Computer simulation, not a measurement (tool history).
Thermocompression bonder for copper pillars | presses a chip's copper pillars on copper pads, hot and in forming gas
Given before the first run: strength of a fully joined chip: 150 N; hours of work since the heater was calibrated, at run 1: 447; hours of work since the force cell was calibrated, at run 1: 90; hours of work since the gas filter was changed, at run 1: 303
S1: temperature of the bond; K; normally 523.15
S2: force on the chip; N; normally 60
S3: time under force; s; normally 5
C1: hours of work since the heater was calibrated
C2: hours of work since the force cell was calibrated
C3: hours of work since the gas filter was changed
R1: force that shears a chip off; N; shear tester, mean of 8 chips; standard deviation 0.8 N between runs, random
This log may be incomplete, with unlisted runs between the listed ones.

run   hour      S1  S2  S3   C1   C2   C3     R1
  1    0.0  523.15  60   5  447   90  303   95.7
  2   32.0  523.15  60   5  469  111  324   94.6
  3   87.7  523.15  60   5  506  149  362   94.0
  4  119.7  523.15  60   5  528  170  384   93.6
  5  145.2  523.15  60   5  545  187  401   93.1
  6  170.1  523.15  60   5  562  204  418   94.8
     202.8  -- forming gas filter changed
  7  202.8  523.15  60   5  584  226    0  105.3
  8  239.6  509.15  84   4  608  251   25   94.3
  9  266.6  509.15  84   4  627  269   43   94.3
 10  311.1  536.15  60   6  657  299   73  122.1
 11  354.2  536.15  60   6  686  328  102  123.2
 12  386.0  515.15  65   9  707  349  123  114.4
 13  439.7  515.15  65   9  743  386  160  111.8
 14  474.1  527.15  53  11  766  409  183  120.3

Predict each of these 4 candidate next runs independently; none follows another, all start after run 14:
  A  528.6  534.15  87   5  803  445  220   ?
  B  528.6  516.15  54   4  803  445  220   ?
  C  528.6  527.15  76  11  803  445  220   ?
  D  528.6  545.15  75   3  803  445  220   ?

run     R1
  A  124.4
  B   87.3
  C  129.6
  D  119.3
The same runs, with their run-to-run variation unchanged, on a tool lacking any hidden condition would have given:
run     R1
  A  118.1
  B   74.4
  C  125.1
  D  112.0
